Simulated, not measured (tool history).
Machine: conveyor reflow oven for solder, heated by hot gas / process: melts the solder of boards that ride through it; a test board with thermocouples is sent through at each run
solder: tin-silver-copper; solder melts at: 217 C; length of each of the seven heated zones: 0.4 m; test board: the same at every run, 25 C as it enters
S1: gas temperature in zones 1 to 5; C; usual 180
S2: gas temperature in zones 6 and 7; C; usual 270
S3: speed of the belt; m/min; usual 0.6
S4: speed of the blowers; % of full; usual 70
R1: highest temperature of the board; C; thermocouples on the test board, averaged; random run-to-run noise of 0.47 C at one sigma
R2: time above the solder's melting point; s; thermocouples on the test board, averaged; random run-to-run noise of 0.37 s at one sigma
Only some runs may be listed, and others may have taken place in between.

{"run": 1, "hour": 0.0, "S1": 180, "S2": 270, "S3": 0.6, "S4": 70, "R1": 252.9, "R2": 62.8}
{"run": 2, "hour": 8.1, "S1": 180, "S2": 270, "S3": 0.6, "S4": 70, "R1": 252.9, "R2": 62.4}
{"run": 3, "hour": 16.8, "S1": 180, "S2": 270, "S3": 0.6, "S4": 70, "R1": 252.3, "R2": 62.3}
{"run": 4, "hour": 22.7, "S1": 180, "S2": 281, "S3": 0.6, "S4": 70, "R1": 263.3, "R2": 69.2}
{"run": 5, "hour": 30.6, "S1": 180, "S2": 270, "S3": 0.54, "S4": 70, "R1": 255, "R2": 72.1}
{"run": 6, "hour": 38.3, "S1": 180, "S2": 270, "S3": 0.54, "S4": 70, "R1": 256.6, "R2": 72.8}
{"run": 7, "hour": 49.7, "S1": 180, "S2": 270, "S3": 0.54, "S4": 70, "R1": 255.9, "R2": 72.4}
{"run": 8, "hour": 61.0, "S1": 180, "S2": 270, "S3": 0.54, "S4": 70, "R1": 255.8, "R2": 72.2}
{"run": 9, "hour": 71.9, "S1": 180, "S2": 270, "S3": 0.54, "S4": 70, "R1": 256.2, "R2": 73.1}
{"run": 10, "hour": 79.0, "S1": 180, "S2": 270, "S3": 0.6, "S4": 59, "R1": 249.5, "R2": 59.1}
{"run": 11, "hour": 85.5, "S1": 180, "S2": 270, "S3": 0.651, "S4": 59, "R1": 246.1, "R2": 51.1}
{"run": 12, "hour": 91.9, "S1": 180, "S2": 270, "S3": 0.651, "S4": 59, "R1": 244.6, "R2": 50.4}
{"run": 13, "hour": 98.7, "S1": 180, "S2": 270, "S3": 0.651, "S4": 59, "R1": 246.5, "R2": 50.6}
{"run": 14, "hour": 109.5, "S1": 180, "S2": 270, "S3": 0.651, "S4": 59, "R1": 245.8, "R2": 50.4}
{"run": 15, "hour": 119.3, "S1": 180, "S2": 270, "S3": 0.651, "S4": 59, "R1": 246.4, "R2": 50.4}
{"run": 16, "hour": 128.5, "S1": 177, "S2": 270, "S3": 0.6, "S4": 81, "R1": 253, "R2": 62.3}
{"run": 17, "hour": 140.3, "S1": 192, "S2": 270, "S3": 0.505, "S4": 70, "R1": 258.9, "R2": 86.8}
{"run": 18, "hour": 149.1, "S1": 184, "S2": 283, "S3": 0.627, "S4": 72, "R1": 263.2, "R2": 67.5}
{"run": 19, "hour": 159.4, "S1": 171, "S2": 281, "S3": 0.627, "S4": 72, "R1": 259.2, "R2": 60.1}
{"run": 20, "hour": 169.1, "S1": 171, "S2": 281, "S3": 0.627, "S4": 72, "R1": 258.4, "R2": 60.4}
{"run": 21, "hour": 177.9, "S1": 187, "S2": 269, "S3": 0.6, "S4": 70, "R1": 251.9, "R2": 65.3}
{"run": 22, "hour": 185.3, "S1": 187, "S2": 269, "S3": 0.6, "S4": 70, "R1": 252, "R2": 64.9}
{"run": 23, "hour": 197.1, "S1": 187, "S2": 269, "S3": 0.6, "S4": 70, "R1": 252.8, "R2": 64.9}
{"run": 24, "hour": 202.8, "S1": 191, "S2": 270, "S3": 0.622, "S4": 68, "R1": 253, "R2": 64.4}
{"run": 25, "hour": 208.3, "S1": 165, "S2": 280, "S3": 0.551, "S4": 70, "R1": 261.6, "R2": 68.5}
{"run": 26, "hour": 218.2, "S1": 165, "S2": 268, "S3": 0.551, "S4": 73, "R1": 250.2, "R2": 61.4}
{"run": 27, "hour": 223.8, "S1": 165, "S2": 268, "S3": 0.551, "S4": 73, "R1": 251, "R2": 61.4}
{"run": 28, "hour": 229.6, "S1": 165, "S2": 268, "S3": 0.551, "S4": 73, "R1": 251.4, "R2": 61}
{"run": 29, "hour": 234.7, "S1": 165, "S2": 268, "S3": 0.551, "S4": 73, "R1": 250.6, "R2": 61.4}
{"run": 30, "hour": 243.1, "S1": 165, "S2": 281, "S3": 0.551, "S4": 66, "R1": 260.8, "R2": 69}

Each row is a separate what-if for the run after 30, all from the same tool condition, not one after another. Results?
{"run": "A", "hour": 253.8, "S1": 180, "S2": 270, "S3": 0.645, "S4": 70, "R1": "?", "R2": "?"}
{"run": "B", "hour": 253.8, "S1": 176, "S2": 269, "S3": 0.6, "S4": 64, "R1": "?", "R2": "?"}
{"run": "C", "hour": 253.8, "S1": 190, "S2": 266, "S3": 0.551, "S4": 66, "R1": "?", "R2": "?"}
{"run": "D", "hour": 253.8, "S1": 165, "S2": 264, "S3": 0.64, "S4": 53, "R1": "?", "R2": "?"}

run=A R1=248.6 R2=54.6
run=B R1=249 R2=57.4
run=C R1=252 R2=72.8
run=D R1=234.8 R2=34
What these runs would have given with no unlogged condition in the tool:
run=A R1=252 R2=57.6
run=B R1=252.3 R2=60.5
run=C R1=254.8 R2=75.2
run=D R1=238 R2=38.3
